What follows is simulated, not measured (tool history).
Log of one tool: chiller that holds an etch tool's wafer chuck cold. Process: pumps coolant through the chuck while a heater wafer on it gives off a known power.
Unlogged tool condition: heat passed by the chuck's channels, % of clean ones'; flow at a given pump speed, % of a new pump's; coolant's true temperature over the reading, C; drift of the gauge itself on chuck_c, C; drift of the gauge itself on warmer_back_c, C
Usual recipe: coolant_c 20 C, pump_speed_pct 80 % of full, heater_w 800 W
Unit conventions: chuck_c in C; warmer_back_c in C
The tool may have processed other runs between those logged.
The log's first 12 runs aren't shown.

run	hour	coolant_c	pump_speed_pct	heater_w	hours since the coolant was changed and the channels were flushed	hours since the pump was overhauled	hours since the chiller's thermometer was calibrated	chuck_c	warmer_back_c
13	340.6	20	80	800	953	728	2203	29.6	3.37
14	367.8	20	80	800	981	755	2231	29.5	3.36
15	389.2	20	80	800	1002	776	2252	29.5	3.33
16	410.5	20	80	800	1023	798	2273	29.5	3.36
17	443.7	28	67	689	1057	831	2306	37.2	3.52
18	460.2	28	68	540	1073	847	2323	34.9	2.71
19	486.4	12	63	677	1099	874	2349	21.5	3.67
20	513.2	24	80	490	1126	900	2376	29.9	2.09
21	547.6	27	61	490	1160	935	2410	34.0	2.81
22	579.6	27	61	490	1192	967	2442	33.9	2.80
23	598.7	20	80	800	1212	986	2461	29.7	3.35
24	635.7	28	84	429	1249	1023	2498	32.8	1.75
25	654.6	18	86	429	1267	1042	2517	22.7	1.67
26	682.7	12	80	817	1296	1070	2545	21.8	3.50
27	721.3	12	83	533	1334	1108	2584	18.2	2.19
28	741.3	28	83	767	1354	1128	2604	37.0	3.14
29	760.9	20	74	800	1374	1148	2624	30.2	3.65
30	796.2	20	74	800	1409	1183	2659	30.4	3.70
31	815.8	10	76	649	1429	1203	2678	17.9	2.87

What if the next run were any one of these 5? Each begins from the tool's condition after run 31:
A	839.9	27	73	730	1453	1227	2703	?	?
B	839.9	13	71	800	1453	1227	2703	?	?
C	839.9	17	76	905	1453	1227	2703	?	?
D	839.9	26	63	940	1453	1227	2703	?	?
E	839.9	17	98	451	1453	1227	2703	?	?

run	chuck_c	warmer_back_c
A	36.3	3.45
B	23.4	3.85
C	28.3	4.04
D	39.4	5.18
E	21.6	1.54
With no hidden state in the tool, these same runs would have given:
run	chuck_c	warmer_back_c
A	36.2	3.33
B	23.2	3.70
C	28.1	3.89
D	39.1	4.99
E	21.8	1.48
